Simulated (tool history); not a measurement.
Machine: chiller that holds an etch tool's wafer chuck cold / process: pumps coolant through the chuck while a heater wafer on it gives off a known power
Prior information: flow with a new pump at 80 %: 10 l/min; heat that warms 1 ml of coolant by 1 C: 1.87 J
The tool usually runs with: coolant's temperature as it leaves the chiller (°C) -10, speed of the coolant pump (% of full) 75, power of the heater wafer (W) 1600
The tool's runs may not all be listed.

run	hour	coolant's temperature as it leaves the chiller (°C)	speed of the coolant pump (% of full)	power of the heater wafer (W)	chuck's temperature once it has settled (°C)	how much warmer the coolant comes back (C)
1	0	-10	75	1600	10.4	5.62
2	84.9	-10	75	1600	10.5	5.66
3	192.7	-10	75	1600	10.6	5.67
4	295.3	-9	75	1600	11.5	5.6
5	393.1	-10	75	1032	3.2	3.63
6	508	-10	75	1600	10.6	5.63
7	590.6	-10	75	1600	10.8	5.6
8	700.6	-10	75	1600	10.6	5.65
9	807.9	-8	75	1600	12.8	5.66
10	893.6	-8	75	1600	13	5.62
11	993.6	-8	75	1600	12.9	5.63
12	1109.3	-8	75	1600	12.9	5.64
# hour 1122.2: coolant pump overhauled
13	1163.7	-8	75	1600	12.9	5.65
14	1260.5	-8	75	1600	13.2	5.68
15	1330	-10	75	1600	11	5.67
16	1395.2	-10	75	1600	11.3	5.69
17	1497	-1	62	1600	24.4	7.04
18	1594.4	-14	61	883	0.3	3.95
19	1647.9	-18	75	1325	-0.4	4.72
20	1715.4	-18	92	1017	-6.5	2.9
# hour 1732.9: coolant pump overhauled, once more
21	1772.7	-18	68	919	-4.8	3.54
22	1852.9	-18	68	919	-4.7	3.53
23	1964.4	-1	81	1901	22.1	6.07
# hour 2004.1: coolant changed, channels flushed
24	2060.5	-8	89	1600	8.7	4.57
25	2145.1	-8	89	1600	8.6	4.6
26	2217.7	-18	85	1692	0.5	5.07
27	2327.4	-12	86	952	-1.5	2.83
28	2405.4	-12	86	952	-1.7	2.81
29	2476.1	-18	75	2045	7.2	7.11
30	2564.1	-14	94	1600	2.2	4.37
31	2654.5	-14	94	1600	2.1	4.32
32	2735.5	-14	94	1600	2.2	4.37

Consider 3 possible next runs. They are alternatives, not a sequence: every one starts from the tool as it was left by run 32. What does each give?
A	2820	-14	72	1600	?	?
B	2820	-19	75	1160	?	?
C	2820	-7	94	1600	?	?

run	chuck's temperature once it has settled (°C)	how much warmer the coolant comes back (C)
A	6.8	5.83
B	-4.6	4.06
C	9.3	4.39
With no hidden state in the tool, these same runs would have given:
run	chuck's temperature once it has settled (°C)	how much warmer the coolant comes back (C)
A	5.9	5.78
B	-5.3	4.03
C	8.5	4.36
